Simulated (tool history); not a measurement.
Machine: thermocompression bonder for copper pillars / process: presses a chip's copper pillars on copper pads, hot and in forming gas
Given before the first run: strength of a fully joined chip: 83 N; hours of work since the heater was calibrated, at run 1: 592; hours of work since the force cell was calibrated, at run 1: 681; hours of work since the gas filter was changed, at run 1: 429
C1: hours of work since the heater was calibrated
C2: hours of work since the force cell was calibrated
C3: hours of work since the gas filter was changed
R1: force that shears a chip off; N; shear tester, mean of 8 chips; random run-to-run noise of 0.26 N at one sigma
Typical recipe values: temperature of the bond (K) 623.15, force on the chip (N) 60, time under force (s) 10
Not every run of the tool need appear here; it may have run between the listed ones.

Run 1, hour 0: usual settings; C1 592; C2 681; C3 429. Result: R1 34.1 N.
At hour 44.3: forming gas filter changed.
Run 2, hour 44.3: usual settings; C1 620; C2 709; C3 0. Result: R1 37 N.
At hour 74.7: force cell calibrated.
Run 3, hour 84.9: usual settings but time under force (s) 18; C1 645; C2 7; C3 25. Result: R1 44.3 N.
Run 4, hour 136.2: usual settings but time under force (s) 18; C1 678; C2 40; C3 58. Result: R1 44.9 N.
Run 5, hour 172.2: usual settings but time under force (s) 18; C1 702; C2 63; C3 82. Result: R1 43.8 N.
Run 6, hour 233.1: usual settings but time under force (s) 18; C1 741; C2 102; C3 121. Result: R1 43.4 N.
Run 7, hour 302.8: usual settings but time under force (s) 18; C1 786; C2 147; C3 166. Result: R1 43.1 N.
Run 8, hour 338.1: usual settings but time under force (s) 18; C1 809; C2 170; C3 189. Result: R1 43.5 N.
Run 9, hour 408.1: usual settings but time under force (s) 13; C1 854; C2 215; C3 234. Result: R1 38.5 N.
Run 10, hour 438.9: usual settings; C1 874; C2 235; C3 254. Result: R1 35.8 N.
Run 11, hour 480.4: usual settings; C1 901; C2 262; C3 281. Result: R1 35.5 N.
Run 12, hour 526.3: usual settings; C1 930; C2 292; C3 310. Result: R1 34.9 N.
Run 13, hour 598.9: usual settings but temperature of the bond (K) 631.15; C1 977; C2 338; C3 357. Result: R1 37.8 N.
Run 14, hour 647.4: usual settings but temperature of the bond (K) 631.15; C1 1008; C2 370; C3 388. Result: R1 37.4 N.
Run 15, hour 715.5: usual settings; C1 1052; C2 414; C3 432. Result: R1 34.9 N.
At hour 720.8: heater calibrated with a thermocouple chip.
At hour 756.2: forming gas filter changed.
Run 16, hour 780: usual settings but force on the chip (N) 89; C1 38; C2 454; C3 15. Result: R1 50.2 N.
Run 17, hour 838.7: usual settings but force on the chip (N) 89; C1 76; C2 492; C3 53. Result: R1 49.6 N.
Run 18, hour 912.4: usual settings but force on the chip (N) 89; C1 123; C2 539; C3 101. Result: R1 49.8 N.
Run 19, hour 974.9: usual settings but force on the chip (N) 89; C1 164; C2 580; C3 141. Result: R1 49.8 N.
Run 20, hour 1005.6: usual settings but temperature of the bond (K) 602.15, force on the chip (N) 56; C1 184; C2 600; C3 161. Result: R1 32.1 N.
Run 21, hour 1075.9: usual settings but temperature of the bond (K) 624.15, force on the chip (N) 48, time under force (s) 23; C1 229; C2 645; C3 206. Result: R1 47.7 N.
At hour 1087.9: heater calibrated with a thermocouple chip, once more.
Run 22, hour 1150.9: usual settings but temperature of the bond (K) 624.15, force on the chip (N) 88, time under force (s) 9; C1 41; C2 692; C3 254. Result: R1 39.4 N.
At hour 1204.9: force cell calibrated.
Run 23, hour 1221.2: usual settings but temperature of the bond (K) 624.15, force on the chip (N) 88, time under force (s) 9; C1 85; C2 11; C3 298. Result: R1 37.5 N.
Run 24, hour 1281.4: usual settings but force on the chip (N) 40, time under force (s) 5; C1 124; C2 49; C3 337. Result: R1 18.4 N.
Run 25, hour 1354.3: usual settings but force on the chip (N) 40, time under force (s) 5; C1 171; C2 97; C3 384. Result: R1 18.1 N.
Run 26, hour 1420.7: usual settings but force on the chip (N) 82, time under force (s) 20; C1 214; C2 139; C3 427. Result: R1 46.7 N.
At hour 1469.4: forming gas filter changed.
Run 27, hour 1469.4: usual settings but temperature of the bond (K) 607.15, force on the chip (N) 67; C1 245; C2 170; C3 0. Result: R1 30.9 N.
Run 28, hour 1502.1: usual settings but temperature of the bond (K) 607.15, force on the chip (N) 67; C1 266; C2 192; C3 21. Result: R1 30.9 N.
Run 29, hour 1567.1: usual settings but time under force (s) 8; C1 308; C2 234; C3 63. Result: R1 31.8 N.
Run 30, hour 1604.5: usual settings but temperature of the bond (K) 644.15, force on the chip (N) 46, time under force (s) 8; C1 332; C2 258; C3 87. Result: R1 33.1 N.
Run 31, hour 1667.8: usual settings but temperature of the bond (K) 650.15, force on the chip (N) 53, time under force (s) 7; C1 373; C2 299; C3 128. Result: R1 36.2 N.
Run 32, hour 1723.8: usual settings but temperature of the bond (K) 650.15, force on the chip (N) 53, time under force (s) 7; C1 409; C2 335; C3 164. Result: R1 36 N.
Run 33, hour 1791.2: usual settings but temperature of the bond (K) 650.15, force on the chip (N) 53, time under force (s) 7; C1 453; C2 378; C3 208. Result: R1 35.7 N.
Run 34, hour 1823.7: usual settings but temperature of the bond (K) 650.15, force on the chip (N) 53, time under force (s) 7; C1 474; C2 399; C3 229. Result: R1 36.1 N.
Run 35, hour 1884.8: usual settings but force on the chip (N) 45, time under force (s) 19; C1 513; C2 439; C3 268. Result: R1 36.8 N.
Run 36, hour 1958.1: usual settings but force on the chip (N) 76, time under force (s) 9; C1 561; C2 486; C3 316. Result: R1 37.8 N.
Run 37, hour 2012.5: usual settings but force on the chip (N) 76, time under force (s) 9; C1 596; C2 521; C3 351. Result: R1 37.3 N.
Run 38, hour 2086: usual settings but temperature of the bond (K) 639.15, time under force (s) 23; C1 643; C2 569; C3 398. Result: R1 49.7 N.

Take each entry between the runs: how does the hidden state at the last listed run before it differ from the hidden state at the first listed run after it?
In the gap between runs 1 and 2: forming gas filter changed (hour 44.3)
  true temperature of the bond over the reading, C: 6.7 -> 7; force that reaches the chip, % of what is set: 108.9 -> 109.2; oxide that the forming gas leaves, % of the face: 9.51 -> 0.54
  measured result minus the result with no hidden state, R1: +0.7 -> +4.2 N
In the gap between runs 2 and 3: force cell calibrated (hour 74.7)
  true temperature of the bond over the reading, C: 7 -> 7.3; force that reaches the chip, % of what is set: 109.2 -> 100.7; oxide that the forming gas leaves, % of the face: 0.54 -> 1.1
  measured result minus the result with no hidden state, R1: +4.2 -> +2.7 N
In the gap between runs 15 and 16: heater calibrated with a thermocouple chip (hour 720.8); forming gas filter changed (hour 756.2)
  true temperature of the bond over the reading, C: 11.6 -> 19; force that reaches the chip, % of what is set: 105.4 -> 105.9; oxide that the forming gas leaves, % of the face: 10.04 -> 0.87
  measured result minus the result with no hidden state, R1: +1.5 -> +8.5 N
In the gap between runs 21 and 22: heater calibrated with a thermocouple chip, once more (hour 1087.9)
  true temperature of the bond over the reading, C: 20.9 -> 0.5; force that reaches the chip, % of what is set: 108.3 -> 108.9; oxide that the forming gas leaves, % of the face: 4.95 -> 6.04
  measured result minus the result with no hidden state, R1: +7.6 -> -0.4 N
In the gap between runs 22 and 23: force cell calibrated (hour 1204.9)
  true temperature of the bond over the reading, C: 0.5 -> 1; force that reaches the chip, % of what is set: 108.9 -> 100.3; oxide that the forming gas leaves, % of the face: 6.04 -> 6.99
  measured result minus the result with no hidden state, R1: -0.4 -> -2.2 N
In the gap between runs 26 and 27: forming gas filter changed (hour 1469.4)
  true temperature of the bond over the reading, C: 2.4 -> 2.7; force that reaches the chip, % of what is set: 101.8 -> 102.1; oxide that the forming gas leaves, % of the face: 9.8 -> 0.56
  measured result minus the result with no hidden state, R1: -3.4 -> +1.3 N
